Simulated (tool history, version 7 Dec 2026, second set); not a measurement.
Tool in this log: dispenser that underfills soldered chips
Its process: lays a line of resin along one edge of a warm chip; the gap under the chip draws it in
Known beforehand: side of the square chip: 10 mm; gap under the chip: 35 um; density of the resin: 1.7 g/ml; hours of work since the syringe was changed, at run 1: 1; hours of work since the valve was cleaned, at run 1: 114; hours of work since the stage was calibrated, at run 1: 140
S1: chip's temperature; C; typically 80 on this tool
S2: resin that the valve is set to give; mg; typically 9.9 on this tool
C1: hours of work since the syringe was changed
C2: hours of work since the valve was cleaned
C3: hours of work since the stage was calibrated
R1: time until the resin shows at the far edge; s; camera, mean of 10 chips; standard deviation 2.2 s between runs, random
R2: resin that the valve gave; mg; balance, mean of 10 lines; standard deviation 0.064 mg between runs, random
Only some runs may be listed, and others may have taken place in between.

{"run": 1, "hour": 0.0, "S1": 80, "S2": 9.9, "C1": 1, "C2": 114, "C3": 140, "R1": 227.3, "R2": 8.94}
{"run": 2, "hour": 7.2, "S1": 80, "S2": 9.9, "C1": 5, "C2": 118, "C3": 145, "R1": 313.1, "R2": 8.91}
{"hour": 14.0, "done": "new syringe of resin"}
{"run": 3, "hour": 19.0, "S1": 80, "S2": 9.9, "C1": 3, "C2": 125, "C3": 152, "R1": 280.3, "R2": 8.82}
{"hour": 28.9, "done": "new syringe of resin"}
{"run": 4, "hour": 29.2, "S1": 80, "S2": 9.9, "C1": 0, "C2": 132, "C3": 158, "R1": 230.8, "R2": 8.76}
{"hour": 39.8, "done": "dispensing valve cleaned and set on the balance"}
{"run": 5, "hour": 43.2, "S1": 80, "S2": 9.9, "C1": 8, "C2": 2, "C3": 167, "R1": 398, "R2": 9.79}
{"hour": 45.1, "done": "new syringe of resin"}
{"run": 6, "hour": 51.3, "S1": 80, "S2": 9.9, "C1": 4, "C2": 7, "C3": 171, "R1": 291.6, "R2": 9.85}
{"run": 7, "hour": 57.4, "S1": 80, "S2": 9.9, "C1": 8, "C2": 11, "C3": 175, "R1": 370.1, "R2": 9.76}
{"hour": 60.3, "done": "new syringe of resin"}
{"run": 8, "hour": 64.3, "S1": 80, "S2": 9.9, "C1": 2, "C2": 15, "C3": 179, "R1": 263.2, "R2": 9.71}
{"run": 9, "hour": 71.0, "S1": 80, "S2": 9.9, "C1": 7, "C2": 19, "C3": 184, "R1": 354.4, "R2": 9.7}
{"hour": 75.6, "done": "new syringe of resin"}
{"run": 10, "hour": 82.7, "S1": 80, "S2": 12.56, "C1": 4, "C2": 26, "C3": 191, "R1": 297.4, "R2": 12.08}
{"hour": 91.2, "done": "new syringe of resin"}
{"run": 11, "hour": 93.4, "S1": 80, "S2": 10.29, "C1": 1, "C2": 33, "C3": 197, "R1": 244.3, "R2": 9.93}
{"run": 12, "hour": 104.4, "S1": 80, "S2": 9.9, "C1": 8, "C2": 40, "C3": 204, "R1": 392.3, "R2": 9.5}
{"hour": 107.0, "done": "new syringe of resin"}
{"run": 13, "hour": 110.0, "S1": 80, "S2": 9.9, "C1": 2, "C2": 43, "C3": 207, "R1": 252.4, "R2": 9.43}
{"run": 14, "hour": 117.6, "S1": 80, "S2": 9.9, "C1": 7, "C2": 48, "C3": 212, "R1": 345.8, "R2": 9.46}
{"hour": 121.8, "done": "new syringe of resin"}
{"run": 15, "hour": 129.4, "S1": 83, "S2": 10.08, "C1": 5, "C2": 55, "C3": 219, "R1": 289.2, "R2": 9.58}
{"hour": 137.3, "done": "new syringe of resin"}
{"run": 16, "hour": 139.8, "S1": 83, "S2": 10.08, "C1": 2, "C2": 61, "C3": 226, "R1": 228.9, "R2": 9.57}
{"run": 17, "hour": 148.4, "S1": 83, "S2": 9.66, "C1": 7, "C2": 67, "C3": 231, "R1": 333.6, "R2": 9}
{"hour": 152.5, "done": "new syringe of resin"}
{"run": 18, "hour": 160.0, "S1": 80, "S2": 11.38, "C1": 5, "C2": 74, "C3": 238, "R1": 315.5, "R2": 10.52}
{"hour": 168.0, "done": "new syringe of resin"}
{"run": 19, "hour": 172.9, "S1": 94, "S2": 9.92, "C1": 3, "C2": 82, "C3": 246, "R1": 177.2, "R2": 9.19}
{"run": 20, "hour": 182.0, "S1": 86, "S2": 11.87, "C1": 9, "C2": 87, "C3": 252, "R1": 333.4, "R2": 10.95}
{"hour": 183.4, "done": "new syringe of resin"}
{"run": 21, "hour": 191.7, "S1": 79, "S2": 9.94, "C1": 5, "C2": 93, "C3": 258, "R1": 339.6, "R2": 9.07}
{"hour": 198.3, "done": "new syringe of resin"}
{"run": 22, "hour": 202.7, "S1": 79, "S2": 9.94, "C1": 3, "C2": 100, "C3": 264, "R1": 285.7, "R2": 9.07}
{"run": 23, "hour": 210.7, "S1": 79, "S2": 9.94, "C1": 8, "C2": 105, "C3": 269, "R1": 399.2, "R2": 8.96}
{"hour": 213.8, "done": "new syringe of resin"}
{"run": 24, "hour": 220.7, "S1": 79, "S2": 9.94, "C1": 4, "C2": 111, "C3": 275, "R1": 321.9, "R2": 8.93}
{"hour": 229.1, "done": "new syringe of resin"}
{"run": 25, "hour": 229.1, "S1": 79, "S2": 12.11, "C1": 0, "C2": 116, "C3": 280, "R1": 235.8, "R2": 10.82}
{"run": 26, "hour": 238.3, "S1": 78, "S2": 12.02, "C1": 6, "C2": 122, "C3": 286, "R1": 362.2, "R2": 10.67}
{"hour": 244.1, "done": "new syringe of resin"}
{"run": 27, "hour": 246.1, "S1": 81, "S2": 10.06, "C1": 1, "C2": 126, "C3": 291, "R1": 240.1, "R2": 8.9}

Alternative continuations, all from the tool just after run 27; predict every row:
{"run": "A", "hour": 257.9, "S1": 65, "S2": 9.29, "C1": 9, "C2": 134, "C3": 298, "R1": "?", "R2": "?"}
{"run": "B", "hour": 257.9, "S1": 78, "S2": 9.52, "C1": 9, "C2": 134, "C3": 298, "R1": "?", "R2": "?"}
{"run": "C", "hour": 257.9, "S1": 94, "S2": 12.72, "C1": 9, "C2": 134, "C3": 298, "R1": "?", "R2": "?"}
{"run": "D", "hour": 257.9, "S1": 72, "S2": 10.07, "C1": 9, "C2": 134, "C3": 298, "R1": "?", "R2": "?"}

run=A R1=701.9 R2=8.16
run=B R1=443.2 R2=8.4
run=C R1=253.5 R2=11.12
run=D R1=538.8 R2=8.9
Take away the tool's hidden state, keep each run's random variation, and the runs would have read:
run=A R1=364.2 R2=9.24
run=B R1=231.3 R2=9.52
run=C R1=135.1 R2=12.61
run=D R1=282.1 R2=10.08
